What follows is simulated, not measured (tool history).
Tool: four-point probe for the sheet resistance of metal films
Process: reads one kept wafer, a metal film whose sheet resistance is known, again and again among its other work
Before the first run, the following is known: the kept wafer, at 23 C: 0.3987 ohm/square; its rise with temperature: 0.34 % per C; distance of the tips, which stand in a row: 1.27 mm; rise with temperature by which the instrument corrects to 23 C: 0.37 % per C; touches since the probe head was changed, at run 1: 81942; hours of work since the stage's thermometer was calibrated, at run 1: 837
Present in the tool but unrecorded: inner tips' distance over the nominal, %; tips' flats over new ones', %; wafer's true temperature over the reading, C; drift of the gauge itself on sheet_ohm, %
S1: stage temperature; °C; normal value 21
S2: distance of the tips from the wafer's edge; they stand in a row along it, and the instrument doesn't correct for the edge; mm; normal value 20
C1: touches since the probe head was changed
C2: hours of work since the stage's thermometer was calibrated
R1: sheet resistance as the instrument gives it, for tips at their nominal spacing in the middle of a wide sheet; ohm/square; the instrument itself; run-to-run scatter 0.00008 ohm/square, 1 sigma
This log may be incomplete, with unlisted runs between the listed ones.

Run 1, day 0.000: usual settings; C1 81942; C2 837. Result: R1 0.400545 ohm/square.
Run 2, day 0.738: usual settings; C1 82884; C2 849. Result: R1 0.400698 ohm/square.
Run 3, day 1.896: usual settings; C1 84358; C2 868. Result: R1 0.400789 ohm/square.
Run 4, day 2.683: usual settings; C1 85361; C2 881. Result: R1 0.400781 ohm/square.
Run 5, day 3.546: usual settings; C1 86458; C2 896. Result: R1 0.400670 ohm/square.
Run 6, day 4.479: usual settings; C1 87652; C2 911. Result: R1 0.400681 ohm/square.
Run 7, day 5.692: usual settings; C1 89193; C2 931. Result: R1 0.400624 ohm/square.
Run 8, day 6.271: usual settings; C1 89933; C2 941. Result: R1 0.400753 ohm/square.
Run 9, day 7.371: usual settings; C1 91333; C2 959. Result: R1 0.400648 ohm/square.
Run 10, day 8.383: usual settings; C1 92623; C2 975. Result: R1 0.400587 ohm/square.
Run 11, day 9.596: usual settings; C1 94169; C2 995. Result: R1 0.400719 ohm/square.
Run 12, day 10.558: usual settings; C1 95394; C2 1011. Result: R1 0.400803 ohm/square.
Run 13, day 11.383: usual settings; C1 96447; C2 1025. Result: R1 0.400730 ohm/square.
Run 14, day 12.412: usual settings; C1 97759; C2 1042. Result: R1 0.400874 ohm/square.
Run 15, day 13.654: usual settings but S1 27 °C; C1 99343; C2 1062. Result: R1 0.399966 ohm/square.
Run 16, day 14.408: usual settings but S1 33 °C; C1 100301; C2 1075. Result: R1 0.399394 ohm/square.
At day 14.546: stage's thermometer calibrated.
Run 17, day 15.071: usual settings but S1 33 °C; C1 101121; C2 9. Result: R1 0.399292 ohm/square.
Run 18, day 16.346: usual settings but S1 19 °C, S2 43 mm; C1 102747; C2 30. Result: R1 0.400264 ohm/square.
Run 19, day 17.279: usual settings but S1 26 °C, S2 3 mm; C1 103933; C2 45. Result: R1 0.434095 ohm/square.
Run 20, day 18.375: usual settings but S1 26 °C, S2 25 mm; C1 105329; C2 63. Result: R1 0.399784 ohm/square.
At day 18.738: stage's thermometer calibrated, once more.
Run 21, day 19.058: usual settings but S1 20 °C, S2 56 mm; C1 106172; C2 5. Result: R1 0.400813 ohm/square.
Run 22, day 19.938: usual settings but S1 28 °C, S2 4 mm; C1 107296; C2 20. Result: R1 0.420323 ohm/square.
Run 23, day 20.475: usual settings but S1 18 °C, S2 6 mm; C1 107979; C2 29. Result: R1 0.410641 ohm/square.
Run 24, day 21.725: usual settings but S1 25 °C, S2 7 mm; C1 109572; C2 49. Result: R1 0.407228 ohm/square.
Run 25, day 23.000: usual settings but S1 28 °C, S2 9 mm; C1 111196; C2 70. Result: R1 0.404064 ohm/square.
Run 26, day 23.650: usual settings but S1 18 °C, S2 13 mm; C1 112028; C2 81. Result: R1 0.403201 ohm/square.
Run 27, day 24.688: usual settings but S1 22 °C, S2 48 mm; C1 113345; C2 98. Result: R1 0.400831 ohm/square.
Run 28, day 25.858: usual settings but S1 20 °C, S2 17 mm; C1 114841; C2 117. Result: R1 0.402215 ohm/square.
Run 29, day 27.104: usual settings but S1 32 °C, S2 8 mm; C1 116426; C2 138. Result: R1 0.404903 ohm/square.
Run 30, day 27.675: usual settings but S1 32 °C, S2 8 mm; C1 117154; C2 147. Result: R1 0.404907 ohm/square.
Run 31, day 28.567: usual settings but S1 25 °C, S2 5 mm; C1 118293; C2 162. Result: R1 0.413783 ohm/square.
Run 32, day 29.788: usual settings but S1 32 °C, S2 5 mm; C1 119847; C2 182. Result: R1 0.412867 ohm/square.

Run 33 has not been measured yet. What should we expect?
Run 33, day 30.683: usual settings but S1 30 °C, S2 13 mm; C1 120990; C2 197. Result: R1 ?.

{"run 33": {"R1": 0.40182}}
The same run, on a tool lacking any hidden state, would have yielded R1 0.399851 ohm/square.
